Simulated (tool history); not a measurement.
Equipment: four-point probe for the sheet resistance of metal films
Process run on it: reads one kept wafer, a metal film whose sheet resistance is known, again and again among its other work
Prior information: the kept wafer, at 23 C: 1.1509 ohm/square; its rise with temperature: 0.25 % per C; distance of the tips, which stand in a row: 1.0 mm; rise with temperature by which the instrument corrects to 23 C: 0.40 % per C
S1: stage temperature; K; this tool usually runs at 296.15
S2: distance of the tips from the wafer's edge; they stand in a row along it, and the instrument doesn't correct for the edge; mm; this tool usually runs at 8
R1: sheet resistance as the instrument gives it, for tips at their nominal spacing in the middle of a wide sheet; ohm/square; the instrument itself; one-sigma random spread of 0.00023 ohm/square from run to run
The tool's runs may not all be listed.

run	hour	S1	S2	R1
1	0	296.15	8	1.160071
2	24.3	296.15	8	1.159932
3	41.4	296.15	7	1.162692
4	66.6	296.15	7	1.162771
5	79.8	296.15	7	1.16276
6	93.9	293.15	8	1.164904
7	111.3	295.15	8	1.161916
8	127.2	294.15	8	1.163645
9	150.9	294.15	10	1.159826
10	170.4	296.15	8	1.159739
11	183.1	296.15	67	1.150398
# hour 185.8: stage's thermometer calibrated
12	199.6	296.15	8	1.160025
13	222.7	296.15	8	1.159836
14	245.8	296.15	8	1.160205
15	268.3	296.15	8	1.159911
16	292.8	296.15	5	1.174738
17	314.3	299.15	5	1.170001
# hour 334.8: stage's thermometer calibrated, once more
18	335.1	299.15	5	1.169156
19	347.5	299.15	30	1.145936
20	358.7	294.15	17	1.155502
21	380.9	294.15	17	1.155737
22	397.6	308.15	4	1.167676
23	411.7	294.15	7	1.165962
24	436.9	294.15	7	1.165908
25	458.3	294.15	7	1.166359
26	471.3	294.15	7	1.166435
27	490.2	307.15	6	1.149446
28	510.4	307.15	6	1.149206
29	527.2	306.15	8	1.143402

Forecast each of these 4 alternatives for the next run:
A	539.3	292.15	15	?
B	539.3	291.15	4	?
C	539.3	296.15	23	?
D	539.3	295.15	10	?

run	R1
A	1.160101
B	1.196602
C	1.151395
D	1.158319
Stripped of hidden state, with their random variation kept, the same runs would have yielded:
run	R1
A	1.160672
B	1.197189
C	1.151962
D	1.15889
